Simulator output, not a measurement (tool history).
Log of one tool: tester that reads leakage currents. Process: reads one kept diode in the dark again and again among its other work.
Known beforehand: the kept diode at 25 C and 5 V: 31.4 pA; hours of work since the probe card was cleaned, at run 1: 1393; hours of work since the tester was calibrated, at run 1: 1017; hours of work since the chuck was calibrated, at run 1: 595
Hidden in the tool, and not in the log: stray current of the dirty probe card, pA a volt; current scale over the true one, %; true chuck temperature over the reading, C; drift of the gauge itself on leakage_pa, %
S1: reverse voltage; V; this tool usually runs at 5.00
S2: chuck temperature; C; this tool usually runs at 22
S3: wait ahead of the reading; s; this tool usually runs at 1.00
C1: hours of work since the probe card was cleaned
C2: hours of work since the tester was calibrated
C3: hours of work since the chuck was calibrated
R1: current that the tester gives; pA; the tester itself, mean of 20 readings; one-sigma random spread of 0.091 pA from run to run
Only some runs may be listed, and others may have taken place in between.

| run | hour | S1 | S2 | S3 | C1 | C2 | C3 | R1 |
|---|---|---|---|---|---|---|---|---|
| 1 | 0.0 | 5.00 | 22 | 1.00 | 1393 | 1017 | 595 | 33.00 |
| 2 | 70.6 | 5.00 | 22 | 1.00 | 1424 | 1048 | 626 | 33.29 |
| 3 | 140.3 | 5.00 | 22 | 1.00 | 1455 | 1078 | 656 | 33.31 |
| 4 | 186.0 | 5.00 | 22 | 1.00 | 1475 | 1098 | 677 | 33.38 |
| 5 | 219.9 | 5.00 | 22 | 1.41 | 1490 | 1113 | 691 | 33.60 |
| 6 | 282.1 | 5.00 | 22 | 1.41 | 1517 | 1141 | 719 | 33.71 |
| 7 | 332.6 | 5.00 | 22 | 1.41 | 1539 | 1163 | 741 | 33.89 |
| 8 | 409.2 | 5.00 | 22 | 1.41 | 1573 | 1197 | 775 | 34.07 |
| 9 | 451.0 | 5.00 | 22 | 1.00 | 1592 | 1215 | 793 | 34.61 |
| 10 | 516.7 | 5.00 | 22 | 1.00 | 1620 | 1244 | 822 | 34.70 |
| 11 | 590.9 | 5.00 | 22 | 1.00 | 1653 | 1277 | 855 | 34.64 |
| 12 | 625.4 | 5.00 | 22 | 1.00 | 1668 | 1292 | 870 | 35.06 |
| 13 | 670.3 | 5.00 | 22 | 1.00 | 1688 | 1311 | 890 | 35.05 |
| 14 | 743.3 | 5.00 | 22 | 1.00 | 1720 | 1344 | 922 | 35.24 |
| 15 | 816.2 | 5.00 | 22 | 1.00 | 1752 | 1376 | 954 | 35.60 |
| 16 | 852.5 | 5.00 | 22 | 1.00 | 1768 | 1392 | 970 | 35.58 |
| 17 | 931.0 | 5.00 | 52 | 1.00 | 1803 | 1426 | 1004 | 237.85 |
| 18 | 968.8 | 5.00 | 22 | 1.00 | 1819 | 1443 | 1021 | 36.07 |
| 19 | 1045.7 | 5.00 | 28 | 1.00 | 1853 | 1477 | 1055 | 52.07 |
| 20 | 1102.6 | 5.00 | 22 | 0.96 | 1878 | 1502 | 1080 | 36.56 |
| 21 | 1175.6 | 1.18 | 24 | 1.41 | 1910 | 1534 | 1112 | 17.02 |
|  | 1201.2 | chuck's temperature calibrated |
| 22 | 1223.2 | 5.40 | 30 | 0.42 | 1930 | 1554 | 10 | 58.57 |
| 23 | 1258.5 | 5.79 | 30 | 1.96 | 1946 | 1569 | 25 | 60.69 |
| 24 | 1318.7 | 3.31 | 21 | 1.96 | 1972 | 1596 | 52 | 24.93 |
| 25 | 1378.8 | 1.46 | 22 | 1.41 | 1999 | 1622 | 78 | 16.11 |
| 26 | 1443.1 | 16.95 | 22 | 3.08 | 2027 | 1650 | 106 | 80.51 |
| 27 | 1523.0 | 16.95 | 22 | 3.08 | 2062 | 1686 | 142 | 81.37 |
| 28 | 1571.7 | 5.00 | 22 | 9.65 | 2084 | 1707 | 163 | 35.27 |
| 29 | 1607.9 | 1.74 | 23 | 1.00 | 2099 | 1723 | 179 | 19.30 |
| 30 | 1651.8 | 1.74 | 21 | 3.11 | 2119 | 1742 | 198 | 16.98 |
| 31 | 1684.1 | 5.00 | 22 | 2.14 | 2133 | 1757 | 212 | 35.69 |
| 32 | 1746.4 | 12.16 | 22 | 1.00 | 2160 | 1784 | 240 | 66.22 |
| 33 | 1807.0 | 12.16 | 34 | 1.00 | 2187 | 1811 | 266 | 125.78 |
| 34 | 1858.5 | 12.16 | 34 | 1.00 | 2210 | 1833 | 289 | 125.38 |
| 35 | 1898.2 | 12.16 | 34 | 1.00 | 2227 | 1851 | 307 | 127.31 |
| 36 | 1952.0 | 19.22 | 52 | 0.90 | 2251 | 1874 | 330 | 480.86 |
| 37 | 2018.5 | 1.77 | 45 | 1.59 | 2280 | 1904 | 360 | 84.55 |
| 38 | 2088.5 | 1.77 | 60 | 3.86 | 2311 | 1934 | 390 | 218.04 |
| 39 | 2125.1 | 17.36 | 22 | 1.00 | 2327 | 1950 | 406 | 89.08 |

The same runs without the tool's hidden state, with the same run-to-run variation:
| run | R1 |
|---|---|
| 1 | 25.21 |
| 2 | 25.26 |
| 3 | 25.12 |
| 4 | 25.07 |
| 5 | 25.14 |
| 6 | 25.06 |
| 7 | 25.06 |
| 8 | 25.04 |
| 9 | 25.36 |
| 10 | 25.26 |
| 11 | 25.02 |
| 12 | 25.29 |
| 13 | 25.17 |
| 14 | 25.12 |
| 15 | 25.25 |
| 16 | 25.14 |
| 17 | 215.59 |
| 18 | 25.25 |
| 19 | 39.93 |
| 20 | 25.27 |
| 21 | 13.65 |
| 22 | 48.73 |
| 23 | 49.94 |
| 24 | 18.63 |
| 25 | 13.28 |
| 26 | 47.11 |
| 27 | 47.17 |
| 28 | 24.99 |
| 29 | 15.64 |
| 30 | 13.28 |
| 31 | 25.04 |
| 32 | 40.23 |
| 33 | 98.63 |
| 34 | 97.95 |
| 35 | 99.20 |
| 36 | 431.74 |
| 37 | 79.06 |
| 38 | 209.93 |
| 39 | 48.54 |
